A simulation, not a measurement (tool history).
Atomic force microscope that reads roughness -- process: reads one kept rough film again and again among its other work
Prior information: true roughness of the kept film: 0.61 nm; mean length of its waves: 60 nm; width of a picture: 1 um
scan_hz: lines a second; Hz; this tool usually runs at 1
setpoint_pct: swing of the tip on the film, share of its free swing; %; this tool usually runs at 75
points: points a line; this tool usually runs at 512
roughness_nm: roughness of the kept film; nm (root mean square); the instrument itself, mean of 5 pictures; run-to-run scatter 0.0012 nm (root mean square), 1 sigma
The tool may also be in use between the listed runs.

run	hour	scan_hz	setpoint_pct	points	roughness_nm
1	0	1	75	512	0.575
2	47.6	2.59	75	512	0.528
3	108	1	69	512	0.579
4	162.2	1	75	512	0.569
5	211.3	1.1	75	512	0.566
6	259.7	1.1	75	512	0.566
7	318.9	1.28	56	555	0.586
8	361.2	1.07	75	464	0.565
# hour 391.5: new tip fitted
9	399.3	1.07	75	464	0.572
10	440.1	1.07	75	464	0.571

Below are 3 alternative next runs, each starting from the tool's condition after run 10. Predict each:
A	474.2	0.65	70	716	?
B	474.2	1.65	80	694	?
C	474.2	3.4	75	714	?

run	roughness_nm
A	0.588
B	0.542
C	0.51
With no hidden state in the tool, these same runs would have given:
run	roughness_nm
A	0.588
B	0.542
C	0.51

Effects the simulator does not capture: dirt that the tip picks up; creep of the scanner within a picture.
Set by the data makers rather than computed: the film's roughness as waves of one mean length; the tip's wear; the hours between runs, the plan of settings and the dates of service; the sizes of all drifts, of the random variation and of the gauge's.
